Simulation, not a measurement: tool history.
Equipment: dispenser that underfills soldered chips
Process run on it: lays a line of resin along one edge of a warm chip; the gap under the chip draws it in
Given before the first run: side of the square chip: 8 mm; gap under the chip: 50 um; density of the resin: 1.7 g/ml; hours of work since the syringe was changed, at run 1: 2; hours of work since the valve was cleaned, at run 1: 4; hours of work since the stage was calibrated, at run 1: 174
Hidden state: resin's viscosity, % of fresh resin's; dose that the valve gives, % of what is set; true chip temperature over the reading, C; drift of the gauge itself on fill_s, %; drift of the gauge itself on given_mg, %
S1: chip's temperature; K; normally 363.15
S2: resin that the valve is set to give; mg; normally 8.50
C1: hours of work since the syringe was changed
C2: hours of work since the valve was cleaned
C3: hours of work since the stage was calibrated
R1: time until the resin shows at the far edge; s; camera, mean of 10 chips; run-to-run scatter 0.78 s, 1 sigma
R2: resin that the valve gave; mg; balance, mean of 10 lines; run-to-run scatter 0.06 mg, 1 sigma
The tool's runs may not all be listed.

{"run": 1, "hour": 0.0, "S1": 363.15, "S2": 8.5, "C1": 2, "C2": 4, "C3": 174, "R1": 89.0, "R2": 8.48}
{"run": 2, "hour": 6.6, "S1": 371.15, "S2": 8.5, "C1": 7, "C2": 9, "C3": 179, "R1": 88.7, "R2": 8.46}
{"hour": 10.0, "done": "new syringe of resin"}
{"run": 3, "hour": 16.9, "S1": 363.15, "S2": 8.5, "C1": 5, "C2": 16, "C3": 185, "R1": 109.2, "R2": 8.3}
{"hour": 23.9, "done": "new syringe of resin"}
{"run": 4, "hour": 28.2, "S1": 363.15, "S2": 8.5, "C1": 3, "C2": 23, "C3": 193, "R1": 95.9, "R2": 8.29}
{"hour": 37.4, "done": "new syringe of resin"}
{"run": 5, "hour": 39.6, "S1": 363.15, "S2": 8.5, "C1": 1, "C2": 31, "C3": 201, "R1": 83.7, "R2": 8.27}
{"hour": 50.5, "done": "new syringe of resin"}
{"run": 6, "hour": 52.0, "S1": 363.15, "S2": 8.5, "C1": 1, "C2": 39, "C3": 209, "R1": 82.1, "R2": 8.17}
{"run": 7, "hour": 60.2, "S1": 365.15, "S2": 8.5, "C1": 7, "C2": 45, "C3": 215, "R1": 116.2, "R2": 8.21}
{"hour": 64.2, "done": "new syringe of resin"}
{"run": 8, "hour": 67.4, "S1": 365.15, "S2": 8.5, "C1": 2, "C2": 50, "C3": 219, "R1": 80.2, "R2": 8.16}
{"run": 9, "hour": 75.8, "S1": 365.15, "S2": 10.73, "C1": 8, "C2": 56, "C3": 225, "R1": 122.3, "R2": 10.01}
{"hour": 78.1, "done": "new syringe of resin"}
{"run": 10, "hour": 83.1, "S1": 365.15, "S2": 10.73, "C1": 3, "C2": 60, "C3": 230, "R1": 88.9, "R2": 10.07}
{"run": 11, "hour": 89.5, "S1": 363.15, "S2": 8.5, "C1": 8, "C2": 65, "C3": 234, "R1": 138.5, "R2": 8.03}
{"hour": 91.7, "done": "new syringe of resin"}
{"run": 12, "hour": 96.2, "S1": 363.15, "S2": 8.5, "C1": 3, "C2": 69, "C3": 239, "R1": 96.7, "R2": 7.91}
{"hour": 105.0, "done": "new syringe of resin"}
{"run": 13, "hour": 108.3, "S1": 363.15, "S2": 9.5, "C1": 2, "C2": 77, "C3": 247, "R1": 91.1, "R2": 8.79}
{"hour": 114.2, "done": "dispensing valve cleaned and set on the balance"}
{"hour": 119.1, "done": "new syringe of resin"}
{"run": 14, "hour": 121.9, "S1": 363.15, "S2": 9.5, "C1": 2, "C2": 5, "C3": 255, "R1": 85.9, "R2": 9.53}
{"run": 15, "hour": 130.9, "S1": 371.15, "S2": 9.96, "C1": 8, "C2": 11, "C3": 262, "R1": 96.5, "R2": 9.83}
{"hour": 133.0, "done": "new syringe of resin"}
{"run": 16, "hour": 139.0, "S1": 371.15, "S2": 10.31, "C1": 4, "C2": 17, "C3": 267, "R1": 70.0, "R2": 10.14}
{"hour": 146.2, "done": "new syringe of resin"}
{"run": 17, "hour": 146.2, "S1": 371.15, "S2": 10.31, "C1": 0, "C2": 21, "C3": 272, "R1": 52.5, "R2": 10.09}
{"run": 18, "hour": 155.1, "S1": 352.15, "S2": 7.66, "C1": 6, "C2": 28, "C3": 278, "R1": 210.3, "R2": 7.52}
{"hour": 160.1, "done": "new syringe of resin"}
{"run": 19, "hour": 164.2, "S1": 352.15, "S2": 7.66, "C1": 3, "C2": 34, "C3": 284, "R1": 167.7, "R2": 7.46}
{"run": 20, "hour": 169.6, "S1": 361.15, "S2": 8.5, "C1": 7, "C2": 37, "C3": 288, "R1": 141.1, "R2": 8.22}
{"hour": 174.2, "done": "new syringe of resin"}
{"run": 21, "hour": 178.4, "S1": 372.15, "S2": 7.55, "C1": 3, "C2": 43, "C3": 294, "R1": 64.0, "R2": 7.28}
{"hour": 187.4, "done": "new syringe of resin"}
{"run": 22, "hour": 189.8, "S1": 350.15, "S2": 9.12, "C1": 2, "C2": 51, "C3": 301, "R1": 160.9, "R2": 8.77}
{"run": 23, "hour": 198.3, "S1": 350.15, "S2": 9.12, "C1": 7, "C2": 57, "C3": 307, "R1": 256.4, "R2": 8.75}
{"hour": 201.4, "done": "new syringe of resin"}
{"run": 24, "hour": 209.5, "S1": 372.15, "S2": 7.43, "C1": 6, "C2": 64, "C3": 315, "R1": 82.0, "R2": 6.92}
{"hour": 215.2, "done": "new syringe of resin"}
{"run": 25, "hour": 220.6, "S1": 372.15, "S2": 7.43, "C1": 4, "C2": 72, "C3": 322, "R1": 72.9, "R2": 6.99}
{"hour": 228.4, "done": "new syringe of resin"}
{"run": 26, "hour": 229.6, "S1": 373.15, "S2": 7.43, "C1": 1, "C2": 78, "C3": 328, "R1": 55.7, "R2": 6.93}
{"hour": 235.5, "done": "dispensing valve cleaned and set on the balance"}
{"run": 27, "hour": 239.1, "S1": 363.15, "S2": 10.38, "C1": 7, "C2": 2, "C3": 334, "R1": 129.0, "R2": 10.48}

Below are 5 alternative next runs, each starting from the tool's condition after run 27. Predict each:
{"hour": 242.6, "done": "new syringe of resin"}
{"run": "A", "hour": 252.3, "S1": 363.15, "S2": 10.18, "C1": 7, "C2": 11, "C3": 343, "R1": "?", "R2": "?"}
{"hour": 242.6, "done": "new syringe of resin"}
{"run": "B", "hour": 252.3, "S1": 370.15, "S2": 9.44, "C1": 7, "C2": 11, "C3": 343, "R1": "?", "R2": "?"}
{"hour": 242.6, "done": "new syringe of resin"}
{"run": "C", "hour": 252.3, "S1": 356.15, "S2": 10.7, "C1": 7, "C2": 11, "C3": 343, "R1": "?", "R2": "?"}
{"hour": 242.6, "done": "new syringe of resin"}
{"run": "D", "hour": 252.3, "S1": 363.15, "S2": 7.68, "C1": 7, "C2": 11, "C3": 343, "R1": "?", "R2": "?"}
{"hour": 242.6, "done": "new syringe of resin"}
{"run": "E", "hour": 252.3, "S1": 368.15, "S2": 10.46, "C1": 7, "C2": 11, "C3": 343, "R1": "?", "R2": "?"}

run=A R1=127.6 R2=10.13
run=B R1=91.6 R2=9.30
run=C R1=177.3 R2=10.48
run=D R1=131.4 R2=7.60
run=E R1=101.7 R2=10.36
With no hidden state in the tool, these same runs would have given:
run=A R1=71.0 R2=10.23
run=B R1=51.0 R2=9.39
run=C R1=98.6 R2=10.59
run=D R1=73.1 R2=7.68
run=E R1=56.7 R2=10.46
